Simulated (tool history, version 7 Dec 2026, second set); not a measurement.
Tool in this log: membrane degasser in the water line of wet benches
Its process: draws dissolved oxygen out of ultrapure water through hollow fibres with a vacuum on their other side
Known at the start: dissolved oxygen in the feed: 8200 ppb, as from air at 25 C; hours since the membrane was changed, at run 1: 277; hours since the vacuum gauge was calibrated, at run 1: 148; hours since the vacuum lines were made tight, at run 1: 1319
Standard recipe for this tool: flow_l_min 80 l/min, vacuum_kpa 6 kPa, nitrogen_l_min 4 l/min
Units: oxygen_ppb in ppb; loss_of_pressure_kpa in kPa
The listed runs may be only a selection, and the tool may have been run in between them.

| run | hour | flow_l_min | vacuum_kpa | nitrogen_l_min | hours since the membrane was changed | hours since the vacuum gauge was calibrated | hours since the vacuum lines were made tight | oxygen_ppb | loss_of_pressure_kpa |
|---|---|---|---|---|---|---|---|---|---|
| 1 | 0 | 80 | 6 | 4 | 277 | 148 | 1319 | 165.8 | 26.52 |
| 2 | 42.2 | 80 | 6 | 4 | 319 | 191 | 1361 | 166.6 | 26.18 |
| 3 | 78.1 | 80 | 6 | 4 | 355 | 227 | 1397 | 161.7 | 26.06 |
| 4 | 148.9 | 80 | 6 | 4 | 426 | 297 | 1468 | 165.9 | 26.34 |
| 5 | 178.5 | 80 | 6 | 4 | 455 | 327 | 1497 | 165.2 | 26.15 |
| 6 | 242.2 | 80 | 6 | 4 | 519 | 391 | 1561 | 164 | 26.26 |
| 7 | 295.8 | 80 | 6 | 4 | 573 | 444 | 1615 | 163.7 | 26.02 |
| 8 | 327.4 | 80 | 6 | 4 | 604 | 476 | 1646 | 165.4 | 25.85 |
| 9 | 360.6 | 80 | 6 | 4 | 638 | 509 | 1680 | 164.1 | 26.06 |
| 10 | 429.4 | 48 | 6 | 4 | 706 | 578 | 1748 | 88.5 | 15.8 |
| 11 | 475.9 | 48 | 6 | 4 | 753 | 624 | 1795 | 86.9 | 15.72 |
| 12 | 544.3 | 48 | 6 | 4 | 821 | 693 | 1863 | 87.1 | 15.38 |
| 13 | 598.7 | 48 | 6 | 4 | 876 | 747 | 1918 | 88 | 15.65 |
| 14 | 644.5 | 48 | 6 | 4 | 921 | 793 | 1963 | 87.3 | 15.59 |
| 15 | 708 | 80 | 6 | 4 | 985 | 856 | 2027 | 166 | 25.94 |
| 16 | 759.6 | 80 | 6 | 4 | 1037 | 908 | 2079 | 164 | 25.85 |
| 17 | 818 | 80 | 6 | 4 | 1095 | 966 | 2137 | 163.5 | 25.96 |
| 18 | 881.6 | 102 | 6 | 5.82 | 1159 | 1030 | 2201 | 179.6 | 33.26 |
| 19 | 931.9 | 83 | 4.98 | 7.32 | 1209 | 1080 | 2251 | 92 | 26.87 |
| 20 | 978.8 | 101 | 4.05 | 4 | 1256 | 1127 | 2298 | 115.4 | 33 |
| 21 | 1037.3 | 82 | 12.62 | 5.52 | 1314 | 1186 | 2356 | 351.8 | 26.66 |
| 22 | 1106.3 | 82 | 12.62 | 5.52 | 1383 | 1255 | 2425 | 356.6 | 26.39 |
| 23 | 1142.2 | 82 | 12.62 | 5.52 | 1419 | 1291 | 2461 | 354.5 | 26.58 |
| 24 | 1203.7 | 54 | 4.12 | 11.22 | 1481 | 1352 | 2523 | 24.4 | 17.54 |
| 25 | 1244.8 | 67 | 14.63 | 11.22 | 1522 | 1393 | 2564 | 189.9 | 21.7 |
| 26 | 1273.4 | 67 | 14.63 | 11.22 | 1550 | 1422 | 2592 | 185.3 | 21.87 |
| 27 | 1332 | 103 | 8.5 | 8.49 | 1609 | 1480 | 2651 | 222.9 | 33.7 |
| 28 | 1382.5 | 103 | 8.5 | 8.49 | 1659 | 1531 | 2701 | 225.4 | 33.36 |
| 29 | 1412.1 | 80 | 8.96 | 1.73 | 1689 | 1560 | 2731 | 531 | 25.99 |
| 30 | 1471.7 | 80 | 8.96 | 1.73 | 1749 | 1620 | 2791 | 529 | 26.2 |
| 31 | 1527.5 | 100 | 3.98 | 2.59 | 1804 | 1676 | 2846 | 131.8 | 32.77 |
| 32 | 1591.3 | 80 | 12.5 | 11.69 | 1868 | 1740 | 2910 | 192.7 | 26.23 |
| 33 | 1622.9 | 80 | 4.79 | 2.96 | 1900 | 1771 | 2942 | 131.2 | 26.1 |

Forecast each of these 3 alternatives for the next run:
| A | 1671.5 | 70 | 6.18 | 4 | 1949 | 1820 | 2990 | ? | ? |
| B | 1671.5 | 62 | 4.79 | 2.96 | 1949 | 1820 | 2990 | ? | ? |
| C | 1671.5 | 60 | 7.55 | 2.6 | 1949 | 1820 | 2990 | ? | ? |

| run | oxygen_ppb | loss_of_pressure_kpa |
|---|---|---|
| A | 146.9 | 22.74 |
| B | 93.8 | 20.48 |
| C | 230 | 19.49 |
With the hidden condition removed and each run's random variation left untouched, the same runs would have given:
| run | oxygen_ppb | loss_of_pressure_kpa |
|---|---|---|
| A | 146.9 | 22.73 |
| B | 93.7 | 20.48 |
| C | 229.9 | 19.49 |
